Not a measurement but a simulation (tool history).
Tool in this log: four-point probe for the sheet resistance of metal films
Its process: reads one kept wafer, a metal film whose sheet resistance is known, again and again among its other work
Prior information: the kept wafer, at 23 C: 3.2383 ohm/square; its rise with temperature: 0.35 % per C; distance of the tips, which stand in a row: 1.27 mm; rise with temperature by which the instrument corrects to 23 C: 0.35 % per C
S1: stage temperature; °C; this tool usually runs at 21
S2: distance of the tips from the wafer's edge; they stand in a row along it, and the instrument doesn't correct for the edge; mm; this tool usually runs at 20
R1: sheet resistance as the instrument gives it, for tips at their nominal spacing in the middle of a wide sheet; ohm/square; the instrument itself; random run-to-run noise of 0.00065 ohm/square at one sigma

run   hour  S1  S2        R1
  1    0.0  21  20  3.262053
  2   41.1  21  20  3.261429
  3   86.0  21  20  3.263821
  4  123.1  21  20  3.262103
  5  161.2  21  20  3.263663
  6  206.5  21  20  3.262219
  7  245.6  21  20  3.264077
  8  292.7  21  20  3.264147
  9  340.0  34  14  3.273919
 10  380.8  33   3  3.544591
 11  406.3  27  20  3.266144
 12  452.6  27  20  3.266015
 13  502.6  27  20  3.267844
 14  545.0  34  62  3.261959
 15  591.6  24  18  3.268305

Each row is a separate what-if for the run after 15, all from the same tool condition, not one after another. Results?
  A  638.5  21   9   ?
  B  638.5  27  15   ?
  C  638.5  24  20   ?
  D  638.5  27  73   ?
  E  638.5  25  18   ?

run        R1
  A  3.295647
  B  3.273605
  C  3.268000
  D  3.260990
  E  3.269327
Without the tool's unlogged condition, the same runs would have read:
run        R1
  A  3.272911
  B  3.250968
  C  3.245419
  D  3.238434
  E  3.246731
